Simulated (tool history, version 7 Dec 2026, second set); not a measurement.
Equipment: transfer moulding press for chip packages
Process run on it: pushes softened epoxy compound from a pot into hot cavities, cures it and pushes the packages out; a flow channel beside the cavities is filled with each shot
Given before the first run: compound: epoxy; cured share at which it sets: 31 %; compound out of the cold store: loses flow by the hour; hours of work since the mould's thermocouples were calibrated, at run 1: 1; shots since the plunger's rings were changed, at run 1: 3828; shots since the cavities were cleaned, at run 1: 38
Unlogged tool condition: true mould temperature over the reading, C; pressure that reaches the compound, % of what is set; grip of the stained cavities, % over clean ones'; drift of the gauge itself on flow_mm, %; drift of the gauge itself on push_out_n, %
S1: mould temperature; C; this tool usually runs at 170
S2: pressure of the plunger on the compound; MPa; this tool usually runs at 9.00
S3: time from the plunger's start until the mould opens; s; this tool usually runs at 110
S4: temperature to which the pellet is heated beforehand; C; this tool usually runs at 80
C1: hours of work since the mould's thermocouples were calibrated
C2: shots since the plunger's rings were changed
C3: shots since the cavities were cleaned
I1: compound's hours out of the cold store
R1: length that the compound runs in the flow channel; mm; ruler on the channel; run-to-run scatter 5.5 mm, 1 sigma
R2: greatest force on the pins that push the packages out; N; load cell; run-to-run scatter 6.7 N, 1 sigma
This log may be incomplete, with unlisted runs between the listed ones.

run 1 day=0.000 | S1=170 S2=9.00 S3=110 S4=80 | C1=1 C2=3828 C3=38 | I1=22.5 | R1=893 R2=282
run 2 day=0.383 | S1=170 S2=9.00 S3=110 S4=80 | C1=6 C2=3923 C3=133 | I1=38.1 | R1=860 R2=315
run 3 day=1.158 | S1=175 S2=9.00 S3=110 S4=80 | C1=17 C2=4115 C3=325 | I1=24.2 | R1=876 R2=343
run 4 day=1.638 | S1=175 S2=9.00 S3=110 S4=80 | C1=23 C2=4234 C3=444 | I1=22.6 | R1=865 R2=388
run 5 day=2.025 | S1=170 S2=9.00 S3=110 S4=71 | C1=29 C2=4330 C3=540 | I1=44.2 | R1=835 R2=401
-- day=2.271 cavities cleaned with cleaning compound and waxed
run 6 day=3.029 | S1=170 S2=9.00 S3=124 S4=71 | C1=42 C2=4564 C3=188 | I1=21.8 | R1=888 R2=318
run 7 day=3.604 | S1=164 S2=9.30 S3=110 S4=89 | C1=50 C2=4706 C3=330 | I1=33.6 | R1=898 R2=451
run 8 day=4.496 | S1=164 S2=7.41 S3=121 S4=80 | C1=62 C2=4928 C3=552 | I1=8.1 | R1=862 R2=481
-- day=4.725 cavities cleaned with cleaning compound and waxed
run 9 day=5.325 | S1=170 S2=9.74 S3=110 S4=74 | C1=73 C2=5118 C3=149 | I1=36.9 | R1=891 R2=325
run 10 day=5.942 | S1=170 S2=9.74 S3=110 S4=74 | C1=82 C2=5270 C3=301 | I1=23.4 | R1=915 R2=365
run 11 day=6.450 | S1=170 S2=10.20 S3=130 S4=80 | C1=89 C2=5397 C3=428 | I1=32.7 | R1=901 R2=391
-- day=7.167 plunger's sealing rings changed
-- day=7.229 cavities cleaned with cleaning compound and waxed
run 12 day=7.354 | S1=170 S2=8.96 S3=94 S4=80 | C1=99 C2=31 C3=31 | I1=18.4 | R1=960 R2=316

3 ways to go on from here, each from the tool as it stands after run 12. What would each give?
run A day=8.158 | S1=176 S2=8.96 S3=94 S4=80 | C1=110 C2=231 C3=231 | I1=47.6 | R1=? R2=?
run B day=8.158 | S1=170 S2=9.00 S3=148 S4=77 | C1=110 C2=231 C3=231 | I1=26.7 | R1=? R2=?
run C day=8.158 | S1=167 S2=8.34 S3=110 S4=82 | C1=110 C2=231 C3=231 | I1=25.1 | R1=? R2=?

run=A R1=861 R2=335
run=B R1=927 R2=328
run=C R1=913 R2=390
Had the tool no hidden state, the same runs would have come out as:
run=A R1=867 R2=253
run=B R1=933 R2=248
run=C R1=920 R2=293
